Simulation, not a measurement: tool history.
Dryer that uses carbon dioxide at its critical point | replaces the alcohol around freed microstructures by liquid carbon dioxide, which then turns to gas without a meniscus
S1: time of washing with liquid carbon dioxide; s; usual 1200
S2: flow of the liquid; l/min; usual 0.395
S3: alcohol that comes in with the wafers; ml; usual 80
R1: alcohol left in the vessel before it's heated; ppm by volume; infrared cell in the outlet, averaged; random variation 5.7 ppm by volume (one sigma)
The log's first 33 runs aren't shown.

run 34 hour=1028.7 | S1=1200 S2=0.357 S3=39 | R1=587
run 35 hour=1060.3 | S1=1200 S2=0.357 S3=39 | R1=609
-- hour=1083.7 inlet filter changed
run 36 hour=1083.7 | S1=1200 S2=0.357 S3=39 | R1=425
run 37 hour=1107.6 | S1=1200 S2=0.289 S3=20 | R1=514
run 38 hour=1126.2 | S1=1260 S2=0.289 S3=21 | R1=476
run 39 hour=1151.5 | S1=720 S2=0.395 S3=80 | R1=2486
run 40 hour=1182.7 | S1=720 S2=0.395 S3=80 | R1=2580
run 41 hour=1204.9 | S1=840 S2=0.289 S3=44 | R1=2558
run 42 hour=1247.5 | S1=1020 S2=0.289 S3=40 | R1=1472
-- hour=1277.8 purifier's bed changed
run 43 hour=1295.9 | S1=1020 S2=0.289 S3=87 | R1=2722
run 44 hour=1333.9 | S1=1020 S2=0.289 S3=87 | R1=2801
run 45 hour=1356 | S1=1200 S2=0.394 S3=34 | R1=162

4 ways to go on from here, each from the tool as it stands after run 45. What would each give?
run A hour=1384.3 | S1=1200 S2=0.394 S3=102 | R1=?
run B hour=1384.3 | S1=1200 S2=0.395 S3=22 | R1=?
run C hour=1384.3 | S1=1620 S2=0.395 S3=80 | R1=?
run D hour=1384.3 | S1=1620 S2=0.395 S3=117 | R1=?

run=A R1=476
run=B R1=121
run=C R1=87
run=D R1=99
Without the tool's hidden state the same runs would have given:
run=A R1=242
run=B R1=54
run=C R1=34
run=D R1=34

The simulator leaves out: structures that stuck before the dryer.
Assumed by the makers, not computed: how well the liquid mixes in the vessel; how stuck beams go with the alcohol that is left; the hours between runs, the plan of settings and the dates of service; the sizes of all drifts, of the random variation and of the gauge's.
